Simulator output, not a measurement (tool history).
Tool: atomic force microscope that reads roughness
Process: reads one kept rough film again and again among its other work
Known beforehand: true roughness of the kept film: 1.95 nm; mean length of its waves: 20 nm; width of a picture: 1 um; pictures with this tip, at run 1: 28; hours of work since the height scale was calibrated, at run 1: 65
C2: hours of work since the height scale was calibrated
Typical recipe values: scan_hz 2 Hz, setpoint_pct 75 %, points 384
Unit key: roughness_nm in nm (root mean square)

run 1 hour=0 | scan_hz=2 setpoint_pct=75 points=384 | pictures_with_this_tip=28 C2=65 | roughness_nm=1.552
run 2 hour=6.1 | scan_hz=2 setpoint_pct=75 points=384 | pictures_with_this_tip=37 C2=69 | roughness_nm=1.543
run 3 hour=14.7 | scan_hz=2 setpoint_pct=75 points=384 | pictures_with_this_tip=51 C2=74 | roughness_nm=1.527
run 4 hour=23.1 | scan_hz=2 setpoint_pct=75 points=384 | pictures_with_this_tip=64 C2=80 | roughness_nm=1.497
run 5 hour=31.4 | scan_hz=2 setpoint_pct=87 points=384 | pictures_with_this_tip=78 C2=85 | roughness_nm=1.381
run 6 hour=37.9 | scan_hz=2 setpoint_pct=75 points=427 | pictures_with_this_tip=88 C2=89 | roughness_nm=1.474
run 7 hour=43.4 | scan_hz=2 setpoint_pct=75 points=998 | pictures_with_this_tip=97 C2=92 | roughness_nm=1.48
run 8 hour=51.2 | scan_hz=2 setpoint_pct=75 points=998 | pictures_with_this_tip=109 C2=97 | roughness_nm=1.462
run 9 hour=55.7 | scan_hz=2 setpoint_pct=75 points=998 | pictures_with_this_tip=116 C2=100 | roughness_nm=1.446
-- hour=57.4 height scale calibrated on a step standard
run 10 hour=64.8 | scan_hz=2 setpoint_pct=75 points=327 | pictures_with_this_tip=129 C2=5 | roughness_nm=1.408
run 11 hour=71.6 | scan_hz=2 setpoint_pct=75 points=327 | pictures_with_this_tip=140 C2=9 | roughness_nm=1.397
run 12 hour=78.4 | scan_hz=2 setpoint_pct=75 points=384 | pictures_with_this_tip=151 C2=13 | roughness_nm=1.386
run 13 hour=84.9 | scan_hz=2.06 setpoint_pct=75 points=384 | pictures_with_this_tip=161 C2=17 | roughness_nm=1.374
-- hour=88.1 new tip fitted
run 14 hour=93.2 | scan_hz=2 setpoint_pct=64 points=384 | pictures_with_this_tip=8 C2=22 | roughness_nm=1.647
run 15 hour=99.1 | scan_hz=2 setpoint_pct=64 points=384 | pictures_with_this_tip=18 C2=26 | roughness_nm=1.625

Run 16 comes next. What will it give?
run 16 hour=107.6 | scan_hz=2 setpoint_pct=56 points=861 | pictures_with_this_tip=31 C2=31 | roughness_nm=?

roughness_nm: 1.655 nm (root mean square)
Had the tool carried no hidden state, the very same run would have given roughness_nm 1.716 nm (root mean square).
